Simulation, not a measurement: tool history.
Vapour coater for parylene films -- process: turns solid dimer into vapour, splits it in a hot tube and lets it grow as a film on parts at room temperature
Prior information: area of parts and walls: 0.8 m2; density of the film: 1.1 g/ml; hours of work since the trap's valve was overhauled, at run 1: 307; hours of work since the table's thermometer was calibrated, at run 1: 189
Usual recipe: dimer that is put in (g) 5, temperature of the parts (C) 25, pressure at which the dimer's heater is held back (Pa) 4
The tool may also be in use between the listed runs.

run	hour	dimer that is put in (g)	temperature of the parts (C)	pressure at which the dimer's heater is held back (Pa)	hours of work since the trap's valve was overhauled	hours of work since the table's thermometer was calibrated	thickness of the film (nm)
1	0	5	25	4	307	189	3770
2	23.7	5	25	4	324	206	3730
3	59.2	5	25	4	350	232	3800
4	89.1	5	25	4	372	253	3820
5	108.1	2	25	4	386	267	1570
# hour 126.4: trap's valve overhauled
6	133.9	2	25	4	5	283	1520
7	170.7	5	25	9.53	32	310	3120
8	202.8	5	25	9.53	56	333	3110
9	235.4	5	25	4	79	357	3800
10	266.1	5	25	4	102	380	3840
11	290.8	5	25	2.62	120	398	4170
12	312.2	5	25	2.79	135	413	4080
13	346.5	5	25	2.79	160	438	4110
14	383.5	5	25	2.79	187	465	4090
15	420.8	5	25	2.79	214	492	4090
16	446.1	5	25	2.79	233	511	4020
17	461.8	5	25	2.79	244	522	4150
18	479	5	25	2.79	257	535	4050
19	517.4	3	25	2.79	285	563	2470
20	550.9	5	25	4	309	587	3780
21	570.1	5	23	4	323	601	4080
22	589.9	5	25	4	338	615	3790
23	625.2	5	25	4	363	641	3800
24	652.1	5	25	4	383	661	3840
25	669	5	25	4	395	673	3830
# hour 676.4: trap's valve overhauled
26	700.3	5	24	4	17	693	3970
27	737.5	3	25	2.93	45	720	2420
28	757.3	3	25	2.93	59	735	2410
29	793.3	3	25	2.93	85	761	2480
30	812.5	3	25	2.93	99	775	2460
31	838.6	3	25	2.93	118	794	2410
32	857.5	3	25	2.93	132	808	2450
33	882.5	5	30	2.16	150	826	3620
34	909.1	9	23	4	170	845	7330
35	931.2	9	23	4	186	861	7390
36	949.1	8	23	6.42	199	874	5980
37	973.4	4	25	2.81	216	892	3250
38	1001	4	25	2.81	237	912	3280
39	1019.3	6	26	6.32	250	926	3980
40	1057.7	6	26	6.32	278	954	3970
41	1095.1	6	26	6.32	305	981	4000
42	1130.8	6	26	6.32	331	1007	4030
43	1169.3	6	29	8.7	359	1035	3300
44	1198.6	2	29	10.04	381	1056	1070
# hour 1224.3: trap's valve overhauled
45	1235.1	2	19	3.12	8	1080	2010
46	1273.4	2	19	3.12	36	1108	1970
47	1294.5	9	23	8	51	1123	6320

What if the next run were any one of these 3? Each begins from the tool's condition after run 47:
A	1312.4	2	27	8.6	64	1136	?
B	1312.4	5	37	4	64	1136	?
C	1312.4	4	25	7.44	64	1136	?

run	thickness of the film (nm)
A	1170
B	2460
C	2690
Without the tool's unlogged condition, the same runs would have read:
run	thickness of the film (nm)
A	1170
B	2470
C	2690

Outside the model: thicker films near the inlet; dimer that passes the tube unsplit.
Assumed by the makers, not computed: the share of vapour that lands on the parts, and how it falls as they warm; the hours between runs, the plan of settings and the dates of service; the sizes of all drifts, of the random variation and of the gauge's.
